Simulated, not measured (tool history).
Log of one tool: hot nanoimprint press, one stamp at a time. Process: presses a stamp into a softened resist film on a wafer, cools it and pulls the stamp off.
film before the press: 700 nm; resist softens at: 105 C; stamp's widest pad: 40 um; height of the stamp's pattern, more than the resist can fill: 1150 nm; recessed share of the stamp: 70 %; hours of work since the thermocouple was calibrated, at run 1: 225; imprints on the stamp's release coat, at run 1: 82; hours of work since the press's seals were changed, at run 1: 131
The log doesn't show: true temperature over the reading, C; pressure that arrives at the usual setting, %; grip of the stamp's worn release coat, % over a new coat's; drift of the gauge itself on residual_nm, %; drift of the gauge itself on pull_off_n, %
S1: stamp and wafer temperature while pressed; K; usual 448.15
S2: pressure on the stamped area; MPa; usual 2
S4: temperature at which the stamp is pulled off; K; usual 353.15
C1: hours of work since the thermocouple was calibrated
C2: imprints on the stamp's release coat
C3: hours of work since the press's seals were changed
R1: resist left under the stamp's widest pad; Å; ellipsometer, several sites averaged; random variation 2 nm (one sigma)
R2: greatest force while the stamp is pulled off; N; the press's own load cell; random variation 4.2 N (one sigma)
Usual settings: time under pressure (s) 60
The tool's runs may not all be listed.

{"run": 1, "hour": 0.0, "S1": 448.15, "S2": 2, "time under pressure (s)": 60, "S4": 353.15, "C1": 225, "C2": 82, "C3": 131, "R1": 3429, "R2": 216}
{"run": 2, "hour": 11.2, "S1": 448.15, "S2": 2, "time under pressure (s)": 60, "S4": 353.15, "C1": 232, "C2": 115, "C3": 138, "R1": 3454, "R2": 217}
{"run": 3, "hour": 21.3, "S1": 448.15, "S2": 2, "time under pressure (s)": 60, "S4": 353.15, "C1": 238, "C2": 145, "C3": 144, "R1": 3464, "R2": 219}
{"run": 4, "hour": 31.4, "S1": 448.15, "S2": 2, "time under pressure (s)": 60, "S4": 353.15, "C1": 244, "C2": 175, "C3": 150, "R1": 3437, "R2": 222}
{"run": 5, "hour": 41.5, "S1": 448.15, "S2": 2, "time under pressure (s)": 60, "S4": 353.15, "C1": 250, "C2": 204, "C3": 157, "R1": 3458, "R2": 220}
{"run": 6, "hour": 52.1, "S1": 448.15, "S2": 2, "time under pressure (s)": 60, "S4": 353.15, "C1": 257, "C2": 236, "C3": 163, "R1": 3453, "R2": 219}
{"run": 7, "hour": 64.1, "S1": 448.15, "S2": 2, "time under pressure (s)": 60, "S4": 353.15, "C1": 264, "C2": 271, "C3": 171, "R1": 3499, "R2": 226}
{"run": 8, "hour": 77.7, "S1": 448.15, "S2": 2, "time under pressure (s)": 60, "S4": 353.15, "C1": 273, "C2": 311, "C3": 179, "R1": 3496, "R2": 229}
{"run": 9, "hour": 94.5, "S1": 448.15, "S2": 2, "time under pressure (s)": 60, "S4": 353.15, "C1": 283, "C2": 360, "C3": 189, "R1": 3454, "R2": 229}
{"run": 10, "hour": 103.8, "S1": 454.15, "S2": 2, "time under pressure (s)": 60, "S4": 353.15, "C1": 289, "C2": 387, "C3": 195, "R1": 2651, "R2": 232}
{"run": 11, "hour": 118.7, "S1": 454.15, "S2": 2, "time under pressure (s)": 60, "S4": 353.15, "C1": 298, "C2": 431, "C3": 204, "R1": 2659, "R2": 228}
{"run": 12, "hour": 133.8, "S1": 454.15, "S2": 2, "time under pressure (s)": 60, "S4": 353.15, "C1": 307, "C2": 475, "C3": 214, "R1": 2669, "R2": 234}
{"run": 13, "hour": 149.9, "S1": 454.15, "S2": 2, "time under pressure (s)": 60, "S4": 353.15, "C1": 317, "C2": 523, "C3": 224, "R1": 2662, "R2": 234}
{"run": 14, "hour": 162.1, "S1": 454.15, "S2": 2, "time under pressure (s)": 60, "S4": 353.15, "C1": 325, "C2": 559, "C3": 231, "R1": 2687, "R2": 242}
{"run": 15, "hour": 175.9, "S1": 454.15, "S2": 2, "time under pressure (s)": 60, "S4": 353.15, "C1": 333, "C2": 599, "C3": 240, "R1": 2654, "R2": 242}
{"hour": 185.9, "done": "plate thermocouple calibrated"}
{"run": 16, "hour": 197.3, "S1": 448.15, "S2": 2.2, "time under pressure (s)": 86, "S4": 353.15, "C1": 7, "C2": 653, "C3": 251, "R1": 2732, "R2": 249}
{"run": 17, "hour": 205.4, "S1": 443.15, "S2": 2, "time under pressure (s)": 75, "S4": 344.15, "C1": 12, "C2": 677, "C3": 256, "R1": 3789, "R2": 279}
{"run": 18, "hour": 222.2, "S1": 443.15, "S2": 2, "time under pressure (s)": 35, "S4": 357.15, "C1": 22, "C2": 726, "C3": 266, "R1": 4708, "R2": 235}
{"run": 19, "hour": 233.3, "S1": 443.15, "S2": 2, "time under pressure (s)": 35, "S4": 340.15, "C1": 29, "C2": 759, "C3": 273, "R1": 4783, "R2": 297}
{"run": 20, "hour": 251.2, "S1": 445.15, "S2": 1.85, "time under pressure (s)": 108, "S4": 351.15, "C1": 40, "C2": 812, "C3": 284, "R1": 3202, "R2": 247}
{"run": 21, "hour": 266.4, "S1": 446.15, "S2": 2, "time under pressure (s)": 60, "S4": 353.15, "C1": 50, "C2": 856, "C3": 294, "R1": 3665, "R2": 257}
{"run": 22, "hour": 274.4, "S1": 446.15, "S2": 2, "time under pressure (s)": 60, "S4": 353.15, "C1": 55, "C2": 880, "C3": 298, "R1": 3617, "R2": 257}
{"run": 23, "hour": 283.0, "S1": 446.15, "S2": 2, "time under pressure (s)": 60, "S4": 353.15, "C1": 60, "C2": 905, "C3": 304, "R1": 3626, "R2": 259}
{"run": 24, "hour": 295.3, "S1": 449.15, "S2": 1.82, "time under pressure (s)": 60, "S4": 353.15, "C1": 67, "C2": 941, "C3": 311, "R1": 3331, "R2": 256}
{"run": 25, "hour": 303.2, "S1": 448.15, "S2": 2, "time under pressure (s)": 60, "S4": 342.15, "C1": 72, "C2": 964, "C3": 316, "R1": 3270, "R2": 314}
{"run": 26, "hour": 314.8, "S1": 442.15, "S2": 2, "time under pressure (s)": 104, "S4": 353.15, "C1": 80, "C2": 999, "C3": 323, "R1": 3657, "R2": 258}
{"run": 27, "hour": 329.3, "S1": 442.15, "S2": 2, "time under pressure (s)": 104, "S4": 353.15, "C1": 88, "C2": 1041, "C3": 332, "R1": 3634, "R2": 260}
{"run": 28, "hour": 339.6, "S1": 442.15, "S2": 2, "time under pressure (s)": 104, "S4": 353.15, "C1": 95, "C2": 1071, "C3": 339, "R1": 3648, "R2": 255}
{"run": 29, "hour": 348.3, "S1": 437.15, "S2": 1.8, "time under pressure (s)": 56, "S4": 353.15, "C1": 100, "C2": 1097, "C3": 344, "R1": 5454, "R2": 272}
{"run": 30, "hour": 357.9, "S1": 448.15, "S2": 2.18, "time under pressure (s)": 56, "S4": 353.15, "C1": 106, "C2": 1125, "C3": 350, "R1": 3278, "R2": 274}

Some steps in R1 between neighbouring runs. How much of each would the tool show without its hidden state too (settings, what came in, random variation), and how much is left for the hidden state, with any gauge scatter that isn't in both results?
Run 9 -> 10: S1 448.15 -> 454.15. R1 -803 Å: hidden state -55, all else -748.
Run 15 -> 16: S1 454.15 -> 448.15, S2 2 -> 2.2, time under pressure (s) 60 -> 86, plate thermocouple calibrated. R1 +78 Å: hidden state -207, all else +285.
Run 19 -> 20: S1 443.15 -> 445.15, S2 2 -> 1.85, time under pressure (s) 35 -> 108, S4 340.15 -> 351.15. R1 -1581 Å: hidden state +4, all else -1585.
Run 25 -> 26: S1 448.15 -> 442.15, time under pressure (s) 60 -> 104, S4 342.15 -> 353.15. R1 +387 Å: hidden state +17, all else +370.
Run 28 -> 29: S1 442.15 -> 437.15, S2 2 -> 1.8, time under pressure (s) 104 -> 56. R1 +1806 Å: hidden state -6, all else +1812.
Run 29 -> 30: S1 437.15 -> 448.15, S2 1.8 -> 2.18. R1 -2176 Å: hidden state +5, all else -2181.

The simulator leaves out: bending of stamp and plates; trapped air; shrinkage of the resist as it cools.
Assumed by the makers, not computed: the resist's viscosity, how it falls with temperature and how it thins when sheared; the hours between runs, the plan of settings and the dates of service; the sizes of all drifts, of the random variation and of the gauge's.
